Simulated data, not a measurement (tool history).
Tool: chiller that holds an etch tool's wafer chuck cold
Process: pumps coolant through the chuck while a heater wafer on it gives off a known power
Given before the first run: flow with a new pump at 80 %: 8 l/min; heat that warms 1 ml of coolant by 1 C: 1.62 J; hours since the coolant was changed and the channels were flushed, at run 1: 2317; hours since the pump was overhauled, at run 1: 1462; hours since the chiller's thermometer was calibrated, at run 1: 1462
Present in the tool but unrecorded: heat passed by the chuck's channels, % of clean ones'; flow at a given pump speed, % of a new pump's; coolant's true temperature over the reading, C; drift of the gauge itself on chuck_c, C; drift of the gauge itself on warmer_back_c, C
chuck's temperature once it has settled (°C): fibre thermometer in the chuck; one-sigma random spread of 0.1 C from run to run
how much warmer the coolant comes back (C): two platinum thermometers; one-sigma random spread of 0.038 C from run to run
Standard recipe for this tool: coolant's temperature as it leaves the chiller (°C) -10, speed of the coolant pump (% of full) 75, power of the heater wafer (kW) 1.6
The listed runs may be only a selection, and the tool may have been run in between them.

| run | hour | coolant's temperature as it leaves the chiller (°C) | speed of the coolant pump (% of full) | power of the heater wafer (kW) | hours since the coolant was changed and the channels were flushed | hours since the pump was overhauled | hours since the chiller's thermometer was calibrated | chuck's temperature once it has settled (°C) | how much warmer the coolant comes back (C) |
|---|---|---|---|---|---|---|---|---|---|
| 1 | 0 | -10 | 75 | 1.6 | 2317 | 1462 | 1462 | 8.1 | 8.01 |
| 2 | 76.7 | -10 | 75 | 1.6 | 2394 | 1538 | 1538 | 8.1 | 8.08 |
| 3 | 130.5 | -10 | 82 | 1.6 | 2447 | 1592 | 1592 | 7.1 | 7.4 |
| 4 | 169.6 | -10 | 82 | 1.6 | 2486 | 1631 | 1631 | 7.1 | 7.37 |
| 5 | 216 | -2 | 82 | 1.6 | 2533 | 1678 | 1678 | 14.9 | 7.35 |
| 6 | 292.7 | -2 | 82 | 1.6 | 2610 | 1754 | 1754 | 15.2 | 7.34 |
| 7 | 356.3 | -10 | 75 | 2.344 | 2673 | 1818 | 1818 | 16.8 | 11.8 |
| 8 | 399 | -10 | 75 | 1.6 | 2716 | 1861 | 1861 | 8.4 | 8.05 |
| 9 | 459.7 | -10 | 75 | 1.6 | 2776 | 1921 | 1921 | 8.3 | 8.05 |
| 10 | 514.8 | -10 | 75 | 0.959 | 2832 | 1976 | 1976 | 1.1 | 4.9 |
| 11 | 547.5 | -10 | 75 | 1.677 | 2864 | 2009 | 2009 | 9.4 | 8.49 |
| 12 | 600.4 | -10 | 75 | 1.677 | 2917 | 2062 | 2062 | 9.3 | 8.36 |
|  | 608 | chiller's thermometer calibrated |
| 13 | 644.8 | -20 | 66 | 1.677 | 2961 | 2105 | 37 | 1.3 | 9.69 |
| 14 | 683.1 | -12 | 60 | 1.518 | 2999 | 2144 | 75 | 8.9 | 9.83 |
| 15 | 723.1 | -12 | 60 | 0.939 | 3039 | 2184 | 115 | 0.8 | 5.99 |
|  | 789.7 | chiller's thermometer calibrated, once more |
| 16 | 801.8 | -12 | 60 | 0.939 | 3117 | 2261 | 12 | 1 | 6.05 |
| 17 | 865.1 | -17 | 75 | 0.945 | 3180 | 2325 | 75 | -6.1 | 4.83 |
| 18 | 936 | -17 | 75 | 0.945 | 3251 | 2396 | 146 | -6 | 4.85 |
| 19 | 968 | -17 | 75 | 1.715 | 3283 | 2428 | 178 | 2.8 | 8.83 |
| 20 | 1001.7 | -1 | 75 | 1.6 | 3316 | 2461 | 212 | 17.4 | 8.14 |
| 21 | 1039.8 | -10 | 75 | 0.884 | 3355 | 2500 | 250 | 0.2 | 4.53 |
| 22 | 1115.5 | -12 | 75 | 1.6 | 3430 | 2575 | 326 | 6.8 | 8.18 |
| 23 | 1174.5 | -2 | 72 | 2.105 | 3489 | 2634 | 385 | 23.3 | 11.2 |
| 24 | 1224.1 | -9 | 86 | 2.258 | 3539 | 2684 | 434 | 14.8 | 10.05 |

Here are 5 independent what-if runs from the current tool condition. What would each one return?
| A | 1298.2 | -1 | 75 | 1.6 | 3613 | 2758 | 509 | ? | ? |
| B | 1298.2 | -14 | 75 | 1.044 | 3613 | 2758 | 509 | ? | ? |
| C | 1298.2 | -9 | 86 | 1.196 | 3613 | 2758 | 509 | ? | ? |
| D | 1298.2 | -18 | 70 | 1.44 | 3613 | 2758 | 509 | ? | ? |
| E | 1298.2 | -10 | 67 | 1.6 | 3613 | 2758 | 509 | ? | ? |

| run | chuck's temperature once it has settled (°C) | how much warmer the coolant comes back (C) |
|---|---|---|
| A | 17.7 | 8.13 |
| B | -1.7 | 5.4 |
| C | 3.7 | 5.27 |
| D | -0.2 | 7.94 |
| E | 10.4 | 9.2 |
Without the tool's hidden state the same runs would have given:
| run | chuck's temperature once it has settled (°C) | how much warmer the coolant comes back (C) |
|---|---|---|
| A | 15.7 | 7.86 |
| B | -2.9 | 5.23 |
| C | 2.4 | 5.1 |
| D | -2 | 7.68 |
| E | 8.4 | 8.9 |
